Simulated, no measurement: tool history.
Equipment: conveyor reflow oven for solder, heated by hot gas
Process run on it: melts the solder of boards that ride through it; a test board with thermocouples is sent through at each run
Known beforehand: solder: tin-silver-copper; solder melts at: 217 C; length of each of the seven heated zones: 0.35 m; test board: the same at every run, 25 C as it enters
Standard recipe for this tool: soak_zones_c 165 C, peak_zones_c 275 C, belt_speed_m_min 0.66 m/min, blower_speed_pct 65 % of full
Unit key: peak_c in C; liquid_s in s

| run | hour | soak_zones_c | peak_zones_c | belt_speed_m_min | blower_speed_pct | peak_c | liquid_s |
|---|---|---|---|---|---|---|---|
| 1 | 0 | 165 | 275 | 0.66 | 65 | 246.2 | 39.2 |
| 2 | 66.9 | 165 | 289 | 0.66 | 65 | 256.9 | 46.7 |
|  | 141.2 | flux residue cleaned out of gas plates and filters |
| 3 | 176.5 | 165 | 289 | 0.66 | 65 | 262.1 | 50 |
| 4 | 270 | 165 | 275 | 0.66 | 65 | 250.3 | 42.9 |
| 5 | 332.1 | 165 | 275 | 0.66 | 73 | 253.2 | 44.9 |
| 6 | 409.2 | 165 | 275 | 0.66 | 73 | 252.6 | 45 |
| 7 | 486.1 | 165 | 275 | 0.66 | 55 | 245.1 | 38 |
| 8 | 556.6 | 165 | 275 | 0.66 | 65 | 249.3 | 42.2 |
| 9 | 635 | 165 | 275 | 0.602 | 65 | 253.4 | 49.7 |
| 10 | 703.7 | 165 | 275 | 0.602 | 65 | 252.8 | 49.2 |
| 11 | 793.9 | 165 | 275 | 0.66 | 57 | 245.1 | 37.9 |
| 12 | 881 | 165 | 275 | 0.66 | 57 | 244.6 | 37.9 |
| 13 | 980.4 | 165 | 275 | 0.66 | 57 | 244.6 | 37.5 |
| 14 | 1047.6 | 165 | 275 | 0.66 | 88 | 255 | 46.6 |
| 15 | 1126 | 165 | 275 | 0.66 | 78 | 251.4 | 44.4 |
|  | 1137 | flux residue cleaned out of gas plates and filters |
| 16 | 1210 | 165 | 275 | 0.66 | 78 | 256.6 | 47.9 |
| 17 | 1293.8 | 165 | 275 | 0.66 | 78 | 256.4 | 48.1 |
| 18 | 1348.2 | 177 | 275 | 0.648 | 65 | 254.8 | 51.3 |
| 19 | 1410.8 | 177 | 275 | 0.648 | 65 | 254.8 | 50.9 |
|  | 1419.1 | belt drive overhauled, speed set with a stopwatch |
| 20 | 1495.5 | 177 | 275 | 0.648 | 65 | 254.7 | 52.1 |
| 21 | 1549.3 | 172 | 269 | 0.66 | 51 | 241.7 | 37.8 |
| 22 | 1604.4 | 177 | 275 | 0.691 | 62 | 251.1 | 45.5 |
| 23 | 1672.5 | 177 | 275 | 0.691 | 62 | 250.7 | 45.1 |
| 24 | 1727.8 | 177 | 275 | 0.691 | 62 | 250.9 | 45.1 |
| 25 | 1778.2 | 177 | 275 | 0.691 | 62 | 249.7 | 44.7 |
| 26 | 1847.4 | 150 | 282 | 0.691 | 83 | 257.3 | 43.1 |
|  | 1858.5 | thermocouples of zones 6 and 7 changed |
| 27 | 1921.6 | 170 | 282 | 0.691 | 83 | 258.5 | 48.8 |
| 28 | 2020.7 | 165 | 275 | 0.66 | 83 | 252.6 | 46.9 |
|  | 2033.9 | belt drive overhauled, speed set with a stopwatch, once more |
| 29 | 2083.9 | 151 | 275 | 0.57 | 52 | 242.5 | 37.7 |

Here are 3 independent what-if runs from the current tool condition. What would each one return?
|  | 2143.6 | flux residue cleaned out of gas plates and filters |
| A | 2145.3 | 151 | 275 | 0.57 | 62 | ? | ? |
|  | 2143.6 | flux residue cleaned out of gas plates and filters |
| B | 2145.3 | 165 | 287 | 0.736 | 65 | ? | ? |
|  | 2143.6 | flux residue cleaned out of gas plates and filters |
| C | 2145.3 | 165 | 274 | 0.66 | 65 | ? | ? |

| run | peak_c | liquid_s |
|---|---|---|
| A | 251.7 | 47.2 |
| B | 254 | 39.3 |
| C | 248.9 | 41.3 |
Take away the tool's hidden state, keep each run's random variation, and the runs would have read:
| run | peak_c | liquid_s |
|---|---|---|
| A | 251.6 | 47.2 |
| B | 254 | 39.3 |
| C | 248.8 | 41.2 |
